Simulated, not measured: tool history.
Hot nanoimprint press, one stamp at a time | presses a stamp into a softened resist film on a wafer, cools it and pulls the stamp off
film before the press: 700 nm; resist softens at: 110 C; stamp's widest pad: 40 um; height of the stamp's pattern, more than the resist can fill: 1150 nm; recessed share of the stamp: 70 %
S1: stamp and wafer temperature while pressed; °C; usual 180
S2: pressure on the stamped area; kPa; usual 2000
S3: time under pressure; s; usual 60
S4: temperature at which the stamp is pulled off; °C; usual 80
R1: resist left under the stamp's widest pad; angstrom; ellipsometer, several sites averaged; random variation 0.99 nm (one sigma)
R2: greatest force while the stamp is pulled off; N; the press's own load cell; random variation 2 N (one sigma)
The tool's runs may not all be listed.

run,hour,S1,S2,S3,S4,R1,R2
1,0.0,180,2000,60,80,2642,117
2,43.7,180,2000,60,80,2646,123
3,96.0,180,2000,60,80,2645,121
4,120.4,180,2000,60,80,2643,119
5,163.5,180,2000,60,80,2659,115
# hour 216.5: plate thermocouple calibrated
6,221.3,180,2000,60,80,2648,121
# hour 232.0: stamp cleaned and given a new release coat
7,279.3,180,2000,60,80,2663,119
8,313.9,180,2000,60,80,2648,118
9,343.5,180,2000,64,86,2578,104
10,369.6,180,2000,64,86,2584,105
11,411.4,171,2930,55,86,3144,102
12,458.6,171,2930,55,86,3144,102

3 ways to go on from here, each from the tool as it stands after run 12. What would each give?
# hour 469.2: stamp cleaned and given a new release coat
A,512.6,182,2460,60,74,?,?
# hour 469.2: stamp cleaned and given a new release coat
B,512.6,189,2930,60,86,?,?
# hour 469.2: stamp cleaned and given a new release coat
C,512.6,183,2000,32,80,?,?

run,R1,R2
A,2197,138
B,1540,101
C,2985,121
Without the tool's hidden state the same runs would have given:
run,R1,R2
A,2209,138
B,1548,101
C,3003,121

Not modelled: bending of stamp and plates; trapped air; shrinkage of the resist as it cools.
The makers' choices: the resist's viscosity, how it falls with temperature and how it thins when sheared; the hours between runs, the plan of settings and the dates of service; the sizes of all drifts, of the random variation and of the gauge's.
